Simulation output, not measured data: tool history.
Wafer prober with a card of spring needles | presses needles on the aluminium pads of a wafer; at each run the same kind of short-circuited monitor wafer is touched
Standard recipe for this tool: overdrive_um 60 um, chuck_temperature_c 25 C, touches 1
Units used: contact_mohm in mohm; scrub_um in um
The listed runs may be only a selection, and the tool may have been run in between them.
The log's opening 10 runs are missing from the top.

run   hour  overdrive_um  chuck_temperature_c  touches  touches since the tips were cleaned  cleanings since the card got new needles  touches since the first contact's height was set  contact_mohm  scrub_um
 11   80.6            60                   25        1                                 5211                                         5                                             49306           315      8.24
        89  -- tips cleaned on abrasive film
 12   89.3            60                   25        1                                  142                                         6                                             53140           250      8.21
 13     98            60                   25        1                                 4037                                         6                                             57035           309      8.23
 14  105.2            60                   25        1                                 7277                                         6                                             60275           328      8.21
       109  -- tips cleaned on abrasive film
 15  110.2            60                   25        1                                  551                                         7                                             62443           261      8.21
 16  115.1            60                   25        1                                 2752                                         7                                             64644           299      8.22
 17  125.7            60                   60        1                                 7503                                         7                                             69395           330      8.21
     128.6  -- tips cleaned on abrasive film
 18  132.3            58                   52        2                                 1654                                         8                                             72316           276      7.93
 19    138            60                   68        2                                 4200                                         8                                             74862           294      8.19
 20  144.5            54                   92        1                                 7094                                         8                                             77756           356      7.37
     148.3  -- tips cleaned on abrasive film
 21  149.6            73                   85        2                                  575                                         9                                             80003           266      9.97
 22  156.9            45                   85        2                                 3819                                         9                                             83247           329      6.12
 23    164            60                   72        1                                 7019                                         9                                             86447           331      8.18
     168.1  -- tips cleaned on abrasive film
 24  174.5            60                   86        1                                 2858                                        10                                             91085           311      8.17
 25  183.7            48                   53        1                                 6985                                        10                                             95212           369      6.51
     187.6  -- tips cleaned on abrasive film
 26    193            55                   40        2                                 2406                                        11                                             99326           289      7.48
 27  204.3            65                   67        2                                 7461                                        11                                            104381           296      8.84
     207.9  -- tips cleaned on abrasive film
 28  215.4            50                   40        1                                 3385                                        12                                            109322           330      6.78
 29  223.7            50                   40        1                                 7095                                        12                                            113032           360      6.76
       228  -- tips cleaned on abrasive film
 30  234.5            50                   53        1                                 2953                                        13                                            117841           334      6.75
 31  239.6            58                   25        2                                 5232                                        13                                            120120           296      7.87
       248  -- tips cleaned on abrasive film
 32  249.7            58                   25        2                                  782                                        14                                            124601           263      7.88
 33  260.1            72                   29        3                                 5425                                        14                                            129244           266      9.79
     267.8  -- tips cleaned on abrasive film
 34  269.1            50                   25        1                                  586                                        15                                            133236           278      6.74

Consider 4 possible next runs. They are alternatives, not a sequence: every one starts from the tool as it was left by run 34. What does each give?
  A  276.2            49                   25        1                                 3743                                        15                                            136393             ?         ?
  B  276.2            72                   77        1                                 3743                                        15                                            136393             ?         ?
  C  276.2            64                   25        1                                 3743                                        15                                            136393             ?         ?
  D  276.2            50                   41        1                                 3743                                        15                                            136393             ?         ?

run  contact_mohm  scrub_um
  A           345      6.61
  B           298       9.8
  C           306      8.67
  D           343      6.76
With no hidden state in the tool, these same runs would have given:
run  contact_mohm  scrub_um
  A           246      6.74
  B           253      9.94
  C           244      8.81
  D           250       6.9
